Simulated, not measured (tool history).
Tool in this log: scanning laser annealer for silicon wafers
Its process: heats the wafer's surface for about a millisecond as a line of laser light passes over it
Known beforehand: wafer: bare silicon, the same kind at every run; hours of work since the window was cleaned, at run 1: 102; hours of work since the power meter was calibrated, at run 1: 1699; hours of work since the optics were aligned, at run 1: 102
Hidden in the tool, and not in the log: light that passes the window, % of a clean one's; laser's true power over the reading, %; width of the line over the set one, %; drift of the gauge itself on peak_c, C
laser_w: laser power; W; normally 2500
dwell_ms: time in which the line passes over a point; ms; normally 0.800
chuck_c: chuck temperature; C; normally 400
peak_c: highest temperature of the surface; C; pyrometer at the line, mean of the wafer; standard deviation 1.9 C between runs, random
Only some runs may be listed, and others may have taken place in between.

run	day	laser_w	dwell_ms	chuck_c	hours of work since the window was cleaned	hours of work since the power meter was calibrated	hours of work since the optics were aligned	peak_c
1	0.000	2500	0.800	400	102	1699	102	1103
2	2.754	2500	0.800	400	144	1741	144	1101
3	6.196	2143	0.800	400	197	1794	197	990
4	7.604	2143	0.800	400	219	1815	219	988
5	10.283	2500	0.800	400	260	1856	260	1093
# day 10.617: window over the wafer cleaned
6	13.033	2500	0.800	400	37	1897	301	1093
7	16.350	2500	0.800	400	88	1948	352	1088
8	18.846	2500	0.800	400	126	1987	390	1089
# day 19.600: window over the wafer cleaned, once more
9	21.538	2500	0.800	400	30	2027	430	1103
10	22.946	2500	0.800	400	51	2048	452	1100
11	25.650	2674	0.602	436	93	2090	493	1097
12	27.329	2674	0.670	393	119	2115	519	1082
13	29.358	2312	0.688	385	150	2147	550	980
14	32.058	2500	0.598	376	191	2188	591	980

Measured less the same run without the tool's hidden state. The same run-to-run variation is in both; the gauge's scatter may not be:
run	peak_c
1	-1
2	-3
3	-4
4	-5
5	-8
6	-10
7	-12
8	-13
9	-5
10	-5
11	-7
12	-7
13	-8
14	-9

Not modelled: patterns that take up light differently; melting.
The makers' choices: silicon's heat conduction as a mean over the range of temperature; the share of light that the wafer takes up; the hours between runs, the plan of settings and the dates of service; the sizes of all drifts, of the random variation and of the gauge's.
